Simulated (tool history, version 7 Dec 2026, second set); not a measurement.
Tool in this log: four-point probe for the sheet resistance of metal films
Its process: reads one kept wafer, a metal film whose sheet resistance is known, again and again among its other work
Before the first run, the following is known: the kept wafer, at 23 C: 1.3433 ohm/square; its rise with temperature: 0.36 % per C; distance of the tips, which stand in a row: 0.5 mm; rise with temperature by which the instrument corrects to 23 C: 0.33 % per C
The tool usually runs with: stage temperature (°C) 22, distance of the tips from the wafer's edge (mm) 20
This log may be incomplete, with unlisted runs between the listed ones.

| run | hour | stage temperature (°C) | distance of the tips from the wafer's edge (mm) | sheet resistance as the instrument gives it (ohm/square) |
|---|---|---|---|---|
| 1 | 0.0 | 22 | 20 | 1.343364 |
| 2 | 50.3 | 22 | 20 | 1.343211 |
| 3 | 104.8 | 22 | 20 | 1.343514 |
| 4 | 154.2 | 22 | 20 | 1.343231 |
| 5 | 214.1 | 27 | 20 | 1.344749 |
| 6 | 257.9 | 27 | 20 | 1.345727 |
| 7 | 298.1 | 22 | 20 | 1.343009 |
| 8 | 351.3 | 22 | 20 | 1.343101 |
| 9 | 407.1 | 22 | 20 | 1.343445 |
| 10 | 458.9 | 22 | 20 | 1.343501 |
| 11 | 522.6 | 22 | 20 | 1.343446 |
| 12 | 572.7 | 22 | 20 | 1.343327 |
| 13 | 626.8 | 21 | 23 | 1.342972 |
| 14 | 683.5 | 31 | 3 | 1.365833 |
| 15 | 717.1 | 31 | 3 | 1.366256 |
| 16 | 778.0 | 25 | 20 | 1.344348 |
| 17 | 831.4 | 22 | 12 | 1.344754 |
| 18 | 897.0 | 22 | 12 | 1.344418 |
| 19 | 940.3 | 34 | 19 | 1.347687 |
| 20 | 993.6 | 21 | 3 | 1.362155 |
| 21 | 1023.6 | 23 | 23 | 1.343863 |
| 22 | 1089.3 | 21 | 7 | 1.346656 |
| 23 | 1155.2 | 21 | 7 | 1.346542 |

Not shown here: 2 entries made in the log between runs. Locate each between two listed runs and compare the hidden state at the listed run before it with the hidden state at the listed run after it:
Logged between run 2 and run 3: stage's thermometer calibrated (hour 89.2)
  both runs share identical hidden conditions
Logged between run 5 and run 6: new probe head fitted (hour 232.1)
  both runs share identical hidden conditions

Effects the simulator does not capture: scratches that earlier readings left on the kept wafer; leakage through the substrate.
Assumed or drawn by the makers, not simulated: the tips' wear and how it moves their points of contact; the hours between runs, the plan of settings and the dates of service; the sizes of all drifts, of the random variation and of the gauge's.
